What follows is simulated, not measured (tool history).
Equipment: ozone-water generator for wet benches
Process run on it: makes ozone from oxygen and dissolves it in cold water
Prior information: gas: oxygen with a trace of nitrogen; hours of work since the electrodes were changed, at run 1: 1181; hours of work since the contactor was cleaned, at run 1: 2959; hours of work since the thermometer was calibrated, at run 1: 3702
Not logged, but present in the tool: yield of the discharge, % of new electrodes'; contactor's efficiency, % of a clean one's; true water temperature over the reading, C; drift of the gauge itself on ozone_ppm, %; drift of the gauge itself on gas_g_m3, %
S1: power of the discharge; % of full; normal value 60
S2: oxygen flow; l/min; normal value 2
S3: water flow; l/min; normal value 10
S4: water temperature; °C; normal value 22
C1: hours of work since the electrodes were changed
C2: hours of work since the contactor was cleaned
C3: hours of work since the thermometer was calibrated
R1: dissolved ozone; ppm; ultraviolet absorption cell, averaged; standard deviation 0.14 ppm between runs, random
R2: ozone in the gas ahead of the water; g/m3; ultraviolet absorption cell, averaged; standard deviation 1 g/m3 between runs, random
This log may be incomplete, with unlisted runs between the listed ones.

| run | hour | S1 | S2 | S3 | S4 | C1 | C2 | C3 | R1 | R2 |
|---|---|---|---|---|---|---|---|---|---|---|
| 1 | 0 | 60 | 2 | 10 | 22 | 1181 | 2959 | 3702 | 15.7 | 169.2 |
| 2 | 47.8 | 60 | 2 | 10 | 22 | 1210 | 2988 | 3731 | 16 | 170.1 |
| 3 | 90.4 | 60 | 2 | 10 | 22 | 1236 | 3014 | 3757 | 15.7 | 170.3 |
| 4 | 142.9 | 60 | 2 | 10 | 22 | 1268 | 3046 | 3789 | 16 | 170.7 |
| 5 | 215.6 | 60 | 2 | 10 | 22 | 1313 | 3090 | 3833 | 15.8 | 170.6 |
| 6 | 289.9 | 60 | 2 | 10 | 22 | 1358 | 3135 | 3879 | 15.7 | 169.1 |
| 7 | 325 | 60 | 2 | 10 | 22 | 1379 | 3157 | 3900 | 15.6 | 170.3 |
| 8 | 359.9 | 41 | 2 | 10 | 22 | 1400 | 3178 | 3921 | 12.3 | 135 |
| 9 | 399.4 | 41 | 2 | 10 | 22 | 1425 | 3202 | 3945 | 12.4 | 135.2 |
| 10 | 473.4 | 41 | 2 | 10 | 22 | 1470 | 3247 | 3990 | 12.2 | 134.4 |
| 11 | 540.6 | 60 | 2 | 11 | 22 | 1511 | 3288 | 4031 | 14.2 | 167.2 |
| 12 | 589.9 | 60 | 2 | 8 | 22 | 1541 | 3318 | 4061 | 18.8 | 168.5 |
| 13 | 626.6 | 60 | 2 | 8 | 22 | 1563 | 3340 | 4084 | 18.6 | 166.5 |
|  | 638.4 | water thermometer calibrated |
| 14 | 674 | 60 | 2 | 10 | 22 | 1591 | 3369 | 22 | 15.6 | 171 |
| 15 | 735.5 | 60 | 2 | 10 | 22 | 1629 | 3406 | 59 | 15.7 | 168.8 |
|  | 745.3 | contactor cleaned |
| 16 | 802.2 | 60 | 3.41 | 10 | 22 | 1667 | 35 | 97 | 16 | 135.3 |
| 17 | 879.2 | 60 | 2.18 | 10 | 22 | 1714 | 82 | 144 | 15.1 | 162.6 |
| 18 | 915.7 | 60 | 2.18 | 10 | 22 | 1736 | 104 | 167 | 15.2 | 162.8 |
| 19 | 966 | 72 | 2 | 10 | 22 | 1767 | 134 | 197 | 16.7 | 188.8 |
| 20 | 1019.4 | 82 | 1 | 10 | 18 | 1799 | 167 | 230 | 15.5 | 268.8 |
| 21 | 1093.7 | 82 | 1 | 10 | 18 | 1845 | 212 | 275 | 15.5 | 267.3 |
|  | 1130.4 | contactor cleaned, once more |
| 22 | 1160.9 | 82 | 1 | 8 | 18 | 1883 | 19 | 313 | 20.6 | 265.8 |
| 23 | 1234.8 | 60 | 2 | 9 | 17 | 1928 | 64 | 358 | 19 | 167 |
| 24 | 1309.1 | 60 | 2 | 9 | 17 | 1973 | 109 | 404 | 18.9 | 167.8 |
| 25 | 1368.5 | 60 | 3.09 | 11 | 22 | 2010 | 145 | 440 | 15.7 | 140.1 |
| 26 | 1434 | 60 | 1.18 | 10 | 21 | 2050 | 185 | 480 | 14.4 | 205.6 |
| 27 | 1470.5 | 60 | 1.88 | 10 | 22 | 2072 | 207 | 502 | 15.8 | 169.7 |
| 28 | 1521.1 | 60 | 1.88 | 10 | 22 | 2103 | 238 | 533 | 15.7 | 170.4 |
| 29 | 1574.5 | 48 | 1.23 | 13 | 17 | 2135 | 270 | 565 | 10.1 | 178.2 |
| 30 | 1633.2 | 48 | 1.23 | 13 | 17 | 2171 | 306 | 601 | 10 | 178.4 |
| 31 | 1710.4 | 74 | 1.78 | 10 | 22 | 2218 | 353 | 648 | 17.4 | 196.6 |
| 32 | 1776.4 | 74 | 1.78 | 10 | 15 | 2258 | 393 | 688 | 19 | 195.8 |

Some steps in R1, run to run, broken into two amounts with sign: the step expected even without the hidden condition (settings, incoming material, random variation), and the rest, left for the hidden condition together with whatever gauge scatter is not in both the measured and the hidden-condition-free result:
Run 15 -> 16: S2 2 -> 3.41, contactor cleaned. R1 +0.3 ppm: hidden state -0.7, all else +1.
Run 21 -> 22: S3 10 -> 8, contactor cleaned, once more. R1 +5.1 ppm: hidden state +1, all else +4.1.
Run 28 -> 29: S1 60 -> 48, S2 1.88 -> 1.23, S3 10 -> 13, S4 22 -> 17. R1 -5.6 ppm: hidden state +0.3, all else -5.9.
Run 30 -> 31: S1 48 -> 74, S2 1.23 -> 1.78, S3 13 -> 10, S4 17 -> 22. R1 +7.4 ppm: hidden state -0.6, all else +8.
